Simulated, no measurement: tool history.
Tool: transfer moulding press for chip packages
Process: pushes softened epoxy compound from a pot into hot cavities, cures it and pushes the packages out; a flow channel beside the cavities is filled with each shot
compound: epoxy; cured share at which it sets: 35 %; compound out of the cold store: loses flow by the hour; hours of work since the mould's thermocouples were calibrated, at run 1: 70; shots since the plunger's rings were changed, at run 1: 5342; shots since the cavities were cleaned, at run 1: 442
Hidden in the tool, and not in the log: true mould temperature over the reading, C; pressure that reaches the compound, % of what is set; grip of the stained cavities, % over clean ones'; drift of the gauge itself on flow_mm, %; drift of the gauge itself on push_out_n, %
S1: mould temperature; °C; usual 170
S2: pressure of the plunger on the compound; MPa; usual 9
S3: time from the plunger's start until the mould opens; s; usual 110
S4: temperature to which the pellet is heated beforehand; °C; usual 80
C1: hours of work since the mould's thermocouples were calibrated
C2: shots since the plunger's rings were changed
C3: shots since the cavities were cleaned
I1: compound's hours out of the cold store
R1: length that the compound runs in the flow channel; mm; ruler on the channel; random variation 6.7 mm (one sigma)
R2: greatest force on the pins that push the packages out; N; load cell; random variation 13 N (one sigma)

run	day	S1	S2	S3	S4	C1	C2	C3	I1	R1	R2
1	0	170	9	110	80	70	5342	442	27.9	685	818
2	0.754	174	9	110	80	80	5506	606	16.1	694	691
3	1.15	174	9	110	80	86	5592	692	40.2	641	716
4	1.725	174	9	110	80	93	5717	817	11.6	705	765
5	2.171	170	9	110	80	100	5814	914	12.2	720	983
# day 2.721: cavities cleaned with cleaning compound and waxed
6	2.725	170	9	110	80	106	5921	1	47.1	633	1140
7	3.308	170	9	110	80	114	6048	128	41.8	642	1150
# day 4.088: plunger's sealing rings changed
8	4.088	170	9	110	80	124	0	275	25.2	763	1154
9	4.662	170	9	110	80	132	125	400	27.5	753	1213
10	5.183	170	9	110	80	139	238	513	46.8	720	1102
11	5.879	170	9	110	80	148	389	664	13.2	781	1195
# day 6.358: cavities cleaned with cleaning compound and waxed, once more
12	6.612	170	10.81	142	80	157	535	55	39.5	781	468
13	6.954	170	10.81	142	80	162	610	130	37.2	796	493
14	7.308	176	9.36	129	84	167	686	206	26.7	747	501
15	7.954	176	9.36	129	84	176	827	347	35.7	728	526
16	8.367	168	8.49	97	70	182	917	437	15.2	765	1362
17	8.725	174	8.4	110	82	187	995	515	17.8	730	701
18	9.496	167	6.95	148	84	197	1163	683	39.1	632	691
19	10.325	167	6.95	148	84	209	1343	863	13.1	693	723

Run 20 comes next. What will it give?
# day 11.146: cavities cleaned with cleaning compound and waxed
20	11.188	167	6.95	112	88	220	1517	9	47.3	?	?

Run 20 gave R1 616 mm, R2 751 N.
Without the tool's hidden state the same run would have given R1 634 mm, R2 716 N.
